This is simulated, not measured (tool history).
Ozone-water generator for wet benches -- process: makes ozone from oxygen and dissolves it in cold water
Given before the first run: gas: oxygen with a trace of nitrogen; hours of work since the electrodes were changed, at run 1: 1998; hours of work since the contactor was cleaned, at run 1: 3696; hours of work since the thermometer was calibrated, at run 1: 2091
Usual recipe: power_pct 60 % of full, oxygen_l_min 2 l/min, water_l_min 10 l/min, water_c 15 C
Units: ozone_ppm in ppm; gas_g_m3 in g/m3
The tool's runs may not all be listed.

run	day	power_pct	oxygen_l_min	water_l_min	water_c	hours of work since the electrodes were changed	hours of work since the contactor was cleaned	hours of work since the thermometer was calibrated	ozone_ppm	gas_g_m3
1	0	60	2	10	15	1998	3696	2091	13.3	128.2
2	4.392	60	2	14	15	2065	3763	2158	10	128.2
3	9.225	60	2	14	15	2139	3837	2231	9.9	128.7
4	13.129	60	2	14	15	2199	3896	2291	9.7	129
5	17.671	60	2	9	15	2268	3965	2360	14.3	130.4
6	20.658	60	2	9	15	2313	4011	2406	14.4	129.4
7	24.85	60	2	11	15	2377	4075	2469	12.5	128.1
8	29.05	60	2	10	15	2441	4139	2533	13.6	128.6
9	31.608	60	1.79	10	15	2480	4178	2572	13	136.3
# day 33.383: contactor cleaned
10	34.954	60	2	10	15	2529	24	2621	13.1	129.5
11	37.912	60	2	12	15	2574	69	2666	11.2	129.2
12	40.233	60	2	7	15	2609	104	2701	17.5	128.4
13	42.667	60	2	7	15	2646	141	2738	17.5	129.7
14	46.571	60	1.62	7	15	2706	201	2798	17.2	143.6
15	51.167	48	2.58	7	15	2776	271	2868	15.3	99.9
# day 51.954: water thermometer calibrated
16	55.204	48	2.58	7	15	2837	332	50	15	98.7
17	60.225	60	3.56	9	16	2914	409	126	14.4	96

Run 18 comes next. What will it give?
18	64.65	60	3.56	9	16	2981	476	194	?	?

Run 18 came out at ozone_ppm 14.2 ppm, gas_g_m3 94.1 g/m3.
Take away the tool's hidden state, keep the run-to-run variation as it was, and the same run would have given ozone_ppm 14.2 ppm, gas_g_m3 94.2 g/m3.

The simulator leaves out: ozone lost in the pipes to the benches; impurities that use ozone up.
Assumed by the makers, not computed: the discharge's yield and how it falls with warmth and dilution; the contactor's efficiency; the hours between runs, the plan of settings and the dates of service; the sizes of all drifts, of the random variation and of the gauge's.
